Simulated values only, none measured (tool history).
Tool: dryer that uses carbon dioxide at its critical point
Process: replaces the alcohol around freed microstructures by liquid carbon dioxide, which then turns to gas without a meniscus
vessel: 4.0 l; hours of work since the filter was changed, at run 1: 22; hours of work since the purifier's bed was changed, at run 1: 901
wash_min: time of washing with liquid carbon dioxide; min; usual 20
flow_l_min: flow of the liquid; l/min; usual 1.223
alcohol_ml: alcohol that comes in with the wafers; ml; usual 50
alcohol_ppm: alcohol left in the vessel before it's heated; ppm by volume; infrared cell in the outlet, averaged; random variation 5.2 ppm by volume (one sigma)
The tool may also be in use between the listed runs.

run,hour,wash_min,flow_l_min,alcohol_ml,hours of work since the filter was changed,hours of work since the purifier's bed was changed,alcohol_ppm
1,0.0,20,1.223,50,22,901,192
2,32.1,15,1.223,50,42,921,430
3,70.5,15,1.223,50,66,945,425
4,114.3,15,1.223,50,93,972,443
5,147.3,22,1.223,50,114,993,189
6,190.4,22,1.223,50,141,1020,185
7,230.6,22,1.223,50,166,1045,189
8,280.6,22,1.223,50,197,1076,204
9,325.4,20,1.223,50,225,1104,243
10,381.5,20,1.223,50,260,1139,242

Run 11 comes next. What will it give?
11,408.7,24,1.390,50,277,1156,?

Run 11 gave alcohol_ppm 160 ppm by volume.
Without the tool's hidden state the same run would have given alcohol_ppm 8 ppm by volume.
